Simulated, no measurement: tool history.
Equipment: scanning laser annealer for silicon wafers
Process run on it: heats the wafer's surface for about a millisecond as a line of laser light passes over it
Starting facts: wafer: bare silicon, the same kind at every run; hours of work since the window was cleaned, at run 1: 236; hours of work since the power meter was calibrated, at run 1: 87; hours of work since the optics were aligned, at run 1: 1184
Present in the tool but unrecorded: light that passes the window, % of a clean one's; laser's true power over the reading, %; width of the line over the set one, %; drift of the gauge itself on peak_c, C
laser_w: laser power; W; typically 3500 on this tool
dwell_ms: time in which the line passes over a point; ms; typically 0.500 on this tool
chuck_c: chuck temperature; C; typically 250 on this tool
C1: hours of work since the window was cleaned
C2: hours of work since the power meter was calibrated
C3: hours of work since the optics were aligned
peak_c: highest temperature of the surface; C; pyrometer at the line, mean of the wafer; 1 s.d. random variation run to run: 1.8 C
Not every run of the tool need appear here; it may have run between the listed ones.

{"run": 1, "hour": 0.0, "laser_w": 3500, "dwell_ms": 0.5, "chuck_c": 250, "C1": 236, "C2": 87, "C3": 1184, "peak_c": 933}
{"run": 2, "hour": 7.2, "laser_w": 3500, "dwell_ms": 0.5, "chuck_c": 250, "C1": 239, "C2": 90, "C3": 1187, "peak_c": 933}
{"run": 3, "hour": 12.2, "laser_w": 3500, "dwell_ms": 0.5, "chuck_c": 250, "C1": 241, "C2": 92, "C3": 1189, "peak_c": 931}
{"run": 4, "hour": 20.9, "laser_w": 3500, "dwell_ms": 0.5, "chuck_c": 250, "C1": 244, "C2": 96, "C3": 1193, "peak_c": 933}
{"run": 5, "hour": 24.7, "laser_w": 3500, "dwell_ms": 0.5, "chuck_c": 250, "C1": 246, "C2": 97, "C3": 1194, "peak_c": 933}
{"run": 6, "hour": 33.5, "laser_w": 3500, "dwell_ms": 0.403, "chuck_c": 250, "C1": 250, "C2": 101, "C3": 1198, "peak_c": 852}
{"run": 7, "hour": 42.5, "laser_w": 3500, "dwell_ms": 0.403, "chuck_c": 250, "C1": 253, "C2": 105, "C3": 1201, "peak_c": 855}
{"run": 8, "hour": 50.6, "laser_w": 3500, "dwell_ms": 0.403, "chuck_c": 250, "C1": 257, "C2": 108, "C3": 1205, "peak_c": 853}
{"run": 9, "hour": 54.4, "laser_w": 3500, "dwell_ms": 0.403, "chuck_c": 250, "C1": 258, "C2": 110, "C3": 1206, "peak_c": 858}
{"run": 10, "hour": 59.6, "laser_w": 3500, "dwell_ms": 0.403, "chuck_c": 250, "C1": 260, "C2": 112, "C3": 1209, "peak_c": 855}
{"run": 11, "hour": 67.5, "laser_w": 3500, "dwell_ms": 0.352, "chuck_c": 250, "C1": 264, "C2": 115, "C3": 1212, "peak_c": 811}
{"run": 12, "hour": 75.3, "laser_w": 3500, "dwell_ms": 0.352, "chuck_c": 250, "C1": 267, "C2": 118, "C3": 1215, "peak_c": 812}
{"run": 13, "hour": 82.0, "laser_w": 3500, "dwell_ms": 0.352, "chuck_c": 250, "C1": 270, "C2": 121, "C3": 1218, "peak_c": 811}
{"run": 14, "hour": 87.5, "laser_w": 3500, "dwell_ms": 0.5, "chuck_c": 250, "C1": 272, "C2": 123, "C3": 1220, "peak_c": 934}
{"run": 15, "hour": 96.0, "laser_w": 3500, "dwell_ms": 0.5, "chuck_c": 233, "C1": 275, "C2": 127, "C3": 1224, "peak_c": 909}
{"hour": 101.5, "done": "optics aligned, line set to its width"}
{"run": 16, "hour": 104.9, "laser_w": 3500, "dwell_ms": 0.5, "chuck_c": 233, "C1": 277, "C2": 128, "C3": 1, "peak_c": 915}
{"run": 17, "hour": 109.6, "laser_w": 3500, "dwell_ms": 0.5, "chuck_c": 250, "C1": 279, "C2": 130, "C3": 3, "peak_c": 931}
{"run": 18, "hour": 116.5, "laser_w": 3500, "dwell_ms": 0.492, "chuck_c": 213, "C1": 282, "C2": 133, "C3": 6, "peak_c": 884}
{"hour": 125.0, "done": "optics aligned, line set to its width, once more"}
{"run": 19, "hour": 128.9, "laser_w": 3500, "dwell_ms": 0.492, "chuck_c": 213, "C1": 285, "C2": 136, "C3": 2, "peak_c": 898}
{"run": 20, "hour": 137.3, "laser_w": 3500, "dwell_ms": 0.53, "chuck_c": 250, "C1": 288, "C2": 140, "C3": 5, "peak_c": 957}
{"run": 21, "hour": 142.5, "laser_w": 3588, "dwell_ms": 0.53, "chuck_c": 210, "C1": 290, "C2": 142, "C3": 7, "peak_c": 938}
{"run": 22, "hour": 146.7, "laser_w": 3489, "dwell_ms": 0.5, "chuck_c": 249, "C1": 292, "C2": 144, "C3": 9, "peak_c": 936}
{"run": 23, "hour": 153.6, "laser_w": 3489, "dwell_ms": 0.5, "chuck_c": 249, "C1": 295, "C2": 146, "C3": 12, "peak_c": 937}
{"run": 24, "hour": 158.1, "laser_w": 3489, "dwell_ms": 0.414, "chuck_c": 288, "C1": 297, "C2": 148, "C3": 14, "peak_c": 901}
{"run": 25, "hour": 163.8, "laser_w": 3474, "dwell_ms": 0.414, "chuck_c": 289, "C1": 299, "C2": 151, "C3": 16, "peak_c": 905}
{"run": 26, "hour": 172.6, "laser_w": 3474, "dwell_ms": 0.585, "chuck_c": 219, "C1": 303, "C2": 154, "C3": 20, "peak_c": 963}
{"run": 27, "hour": 176.9, "laser_w": 3474, "dwell_ms": 0.352, "chuck_c": 219, "C1": 305, "C2": 156, "C3": 21, "peak_c": 780}
{"run": 28, "hour": 183.1, "laser_w": 3280, "dwell_ms": 0.511, "chuck_c": 224, "C1": 307, "C2": 159, "C3": 24, "peak_c": 879}
{"run": 29, "hour": 190.5, "laser_w": 3500, "dwell_ms": 0.551, "chuck_c": 232, "C1": 310, "C2": 162, "C3": 27, "peak_c": 958}
{"run": 30, "hour": 199.8, "laser_w": 3217, "dwell_ms": 0.5, "chuck_c": 259, "C1": 314, "C2": 166, "C3": 31, "peak_c": 890}
{"run": 31, "hour": 206.3, "laser_w": 3580, "dwell_ms": 0.524, "chuck_c": 259, "C1": 317, "C2": 168, "C3": 34, "peak_c": 982}
{"run": 32, "hour": 215.0, "laser_w": 3580, "dwell_ms": 0.524, "chuck_c": 259, "C1": 320, "C2": 172, "C3": 37, "peak_c": 981}
{"run": 33, "hour": 221.1, "laser_w": 3220, "dwell_ms": 0.384, "chuck_c": 251, "C1": 323, "C2": 174, "C3": 40, "peak_c": 795}

Per-run results on a tool with no hidden state, each run keeping its own random variation:
run=1 peak_c=954
run=2 peak_c=954
run=3 peak_c=953
run=4 peak_c=954
run=5 peak_c=954
run=6 peak_c=871
run=7 peak_c=875
run=8 peak_c=872
run=9 peak_c=877
run=10 peak_c=874
run=11 peak_c=829
run=12 peak_c=830
run=13 peak_c=829
run=14 peak_c=956
run=15 peak_c=931
run=16 peak_c=939
run=17 peak_c=955
run=18 peak_c=908
run=19 peak_c=913
run=20 peak_c=973
run=21 peak_c=955
run=22 peak_c=952
run=23 peak_c=952
run=24 peak_c=916
run=25 peak_c=919
run=26 peak_c=980
run=27 peak_c=793
run=28 peak_c=895
run=29 peak_c=975
run=30 peak_c=905
run=31 peak_c=999
run=32 peak_c=999
run=33 peak_c=809

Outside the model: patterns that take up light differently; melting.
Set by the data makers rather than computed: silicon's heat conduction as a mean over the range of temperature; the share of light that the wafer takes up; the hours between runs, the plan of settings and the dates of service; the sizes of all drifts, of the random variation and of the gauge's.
